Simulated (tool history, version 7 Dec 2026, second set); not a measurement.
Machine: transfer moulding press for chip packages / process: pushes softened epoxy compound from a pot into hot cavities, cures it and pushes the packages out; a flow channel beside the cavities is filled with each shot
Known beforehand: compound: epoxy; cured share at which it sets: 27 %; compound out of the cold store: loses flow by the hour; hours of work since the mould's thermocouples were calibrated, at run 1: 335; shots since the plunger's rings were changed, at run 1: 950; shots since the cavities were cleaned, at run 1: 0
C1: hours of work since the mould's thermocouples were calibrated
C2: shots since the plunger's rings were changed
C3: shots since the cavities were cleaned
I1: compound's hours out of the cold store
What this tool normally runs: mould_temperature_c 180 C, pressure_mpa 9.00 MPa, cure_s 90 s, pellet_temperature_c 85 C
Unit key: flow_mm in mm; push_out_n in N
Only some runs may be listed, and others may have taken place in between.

Run 1, hour 0.0: usual settings; C1 335; C2 950; C3 0; I1 41.6. Result: flow_mm 468 mm, push_out_n 375 N.
Run 2, hour 52.9: usual settings; C1 369; C2 1559; C3 609; I1 45.0. Result: flow_mm 465 mm, push_out_n 610 N.
At hour 70.5: cavities cleaned with cleaning compound and waxed.
Run 3, hour 93.8: usual settings; C1 394; C2 2014; C3 268; I1 25.7. Result: flow_mm 493 mm, push_out_n 491 N.
At hour 142.6: cavities cleaned with cleaning compound and waxed.
Run 4, hour 148.2: usual settings; C1 428; C2 2624; C3 64; I1 32.2. Result: flow_mm 472 mm, push_out_n 435 N.
At hour 212.2: cavities cleaned with cleaning compound and waxed.
Run 5, hour 212.2: usual settings; C1 469; C2 3344; C3 0; I1 39.9. Result: flow_mm 464 mm, push_out_n 384 N.
Run 6, hour 276.3: usual settings; C1 510; C2 4084; C3 740; I1 32.0. Result: flow_mm 474 mm, push_out_n 626 N.
At hour 282.5: cavities cleaned with cleaning compound and waxed.
At hour 316.6: plunger's sealing rings changed.
Run 7, hour 336.6: usual settings but pellet_temperature_c 83 C; C1 546; C2 230; C3 595; I1 19.0. Result: flow_mm 510 mm, push_out_n 628 N.
At hour 356.3: cavities cleaned with cleaning compound and waxed.
Run 8, hour 371.5: usual settings; C1 568; C2 615; C3 175; I1 8.7. Result: flow_mm 527 mm, push_out_n 472 N.
At hour 426.7: cavities cleaned with cleaning compound and waxed.
Run 9, hour 426.7: usual settings but pellet_temperature_c 81 C; C1 603; C2 1234; C3 0; I1 13.5. Result: flow_mm 516 mm, push_out_n 399 N.
Run 10, hour 455.6: usual settings but pressure_mpa 6.99 MPa; C1 621; C2 1567; C3 333; I1 27.9. Result: flow_mm 430 mm, push_out_n 561 N.
At hour 472.9: mould's thermocouples calibrated.
At hour 497.6: cavities cleaned with cleaning compound and waxed.
Run 11, hour 515.6: usual settings but cure_s 103 s; C1 27; C2 2219; C3 208; I1 46.6. Result: flow_mm 463 mm, push_out_n 450 N.
At hour 568.3: cavities cleaned with cleaning compound and waxed.
Run 12, hour 568.3: usual settings but cure_s 103 s; C1 60; C2 2809; C3 0; I1 17.8. Result: flow_mm 504 mm, push_out_n 374 N.
Run 13, hour 619.1: usual settings but cure_s 103 s; C1 92; C2 3395; C3 586; I1 43.3. Result: flow_mm 459 mm, push_out_n 575 N.
At hour 638.5: cavities cleaned with cleaning compound and waxed.
At hour 651.0: mould's thermocouples calibrated, once more.
Run 14, hour 681.8: usual settings; C1 20; C2 4076; C3 475; I1 25.1. Result: flow_mm 479 mm, push_out_n 580 N.
At hour 712.1: cavities cleaned with cleaning compound and waxed.
At hour 726.0: plunger's sealing rings changed.
Run 15, hour 730.1: usual settings but pressure_mpa 8.94 MPa; C1 48; C2 47; C3 178; I1 25.6. Result: flow_mm 499 mm, push_out_n 465 N.
Run 16, hour 781.6: usual settings but mould_temperature_c 175 C, pressure_mpa 10.59 MPa, cure_s 95 s, pellet_temperature_c 92 C; C1 82; C2 641; C3 772; I1 18.8. Result: flow_mm 559 mm, push_out_n 735 N.
At hour 787.6: cavities cleaned with cleaning compound and waxed.
Run 17, hour 821.7: usual settings but mould_temperature_c 175 C, pressure_mpa 10.59 MPa, cure_s 95 s, pellet_temperature_c 92 C; C1 107; C2 1086; C3 393; I1 28.4. Result: flow_mm 526 mm, push_out_n 585 N.
At hour 857.7: cavities cleaned with cleaning compound and waxed.
Run 18, hour 876.8: usual settings but mould_temperature_c 186 C, pressure_mpa 8.15 MPa, cure_s 127 s, pellet_temperature_c 79 C; C1 141; C2 1704; C3 220; I1 9.1. Result: flow_mm 484 mm, push_out_n 426 N.
At hour 931.0: cavities cleaned with cleaning compound and waxed.
Run 19, hour 931.0: usual settings but cure_s 87 s, pellet_temperature_c 81 C; C1 175; C2 2312; C3 0; I1 11.8. Result: flow_mm 510 mm, push_out_n 398 N.
Run 20, hour 995.1: usual settings but mould_temperature_c 178 C, pressure_mpa 7.91 MPa, cure_s 105 s, pellet_temperature_c 79 C; C1 216; C2 3050; C3 738; I1 30.6. Result: flow_mm 446 mm, push_out_n 621 N.
At hour 1002.1: cavities cleaned with cleaning compound and waxed.
Run 21, hour 1039.1: usual settings but mould_temperature_c 174 C, pellet_temperature_c 94 C; C1 244; C2 3540; C3 426; I1 26.9. Result: flow_mm 489 mm, push_out_n 717 N.
At hour 1071.7: cavities cleaned with cleaning compound and waxed.
Run 22, hour 1098.6: usual settings but mould_temperature_c 174 C, pressure_mpa 10.90 MPa, cure_s 72 s, pellet_temperature_c 79 C; C1 281; C2 4209; C3 311; I1 18.4. Result: flow_mm 545 mm, push_out_n 1155 N.
At hour 1126.6: plunger's sealing rings changed.
At hour 1146.7: cavities cleaned with cleaning compound and waxed.
Run 23, hour 1150.5: usual settings but cure_s 78 s; C1 312; C2 258; C3 44; I1 30.8. Result: flow_mm 489 mm, push_out_n 486 N.
Run 24, hour 1205.1: usual settings but mould_temperature_c 181 C, cure_s 127 s; C1 347; C2 887; C3 673; I1 10.3. Result: flow_mm 519 mm, push_out_n 558 N.
At hour 1216.2: cavities cleaned with cleaning compound and waxed.
Run 25, hour 1247.5: usual settings but mould_temperature_c 182 C, pressure_mpa 10.42 MPa, cure_s 113 s, pellet_temperature_c 77 C; C1 374; C2 1359; C3 362; I1 9.3. Result: flow_mm 555 mm, push_out_n 459 N.
Run 26, hour 1279.6: usual settings but mould_temperature_c 178 C, pressure_mpa 8.08 MPa, cure_s 92 s, pellet_temperature_c 79 C; C1 394; C2 1729; C3 732; I1 22.4. Result: flow_mm 478 mm, push_out_n 680 N.
At hour 1285.9: cavities cleaned with cleaning compound and waxed.
Run 27, hour 1343.8: usual settings but mould_temperature_c 178 C, pressure_mpa 8.08 MPa, cure_s 92 s, pellet_temperature_c 79 C; C1 435; C2 2452; C3 668; I1 24.7. Result: flow_mm 463 mm, push_out_n 655 N.
At hour 1354.8: cavities cleaned with cleaning compound and waxed.
Run 28, hour 1382.7: usual settings but mould_temperature_c 181 C, pellet_temperature_c 77 C; C1 459; C2 2882; C3 321; I1 46.4. Result: flow_mm 452 mm, push_out_n 504 N.

Alternative continuations, all from the tool just after run 28; predict every row:
At hour 1423.9: cavities cleaned with cleaning compound and waxed.
Run A, hour 1439.6: usual settings but mould_temperature_c 176 C; C1 495; C2 3521; C3 181; I1 24.5. Result: flow_mm ?, push_out_n ?.
At hour 1423.9: cavities cleaned with cleaning compound and waxed.
Run B, hour 1439.6: usual settings but cure_s 94 s; C1 495; C2 3521; C3 181; I1 16.2. Result: flow_mm ?, push_out_n ?.
At hour 1423.9: cavities cleaned with cleaning compound and waxed.
Run C, hour 1439.6: usual settings but pressure_mpa 8.71 MPa, pellet_temperature_c 90 C; C1 495; C2 3521; C3 181; I1 45.4. Result: flow_mm ?, push_out_n ?.

run  flow_mm  push_out_n
  A      490         559
  B      496         438
  C      450         462
What these runs would have given with no unlogged condition in the tool:
run  flow_mm  push_out_n
  A      507         435
  B      514         350
  C      466         369
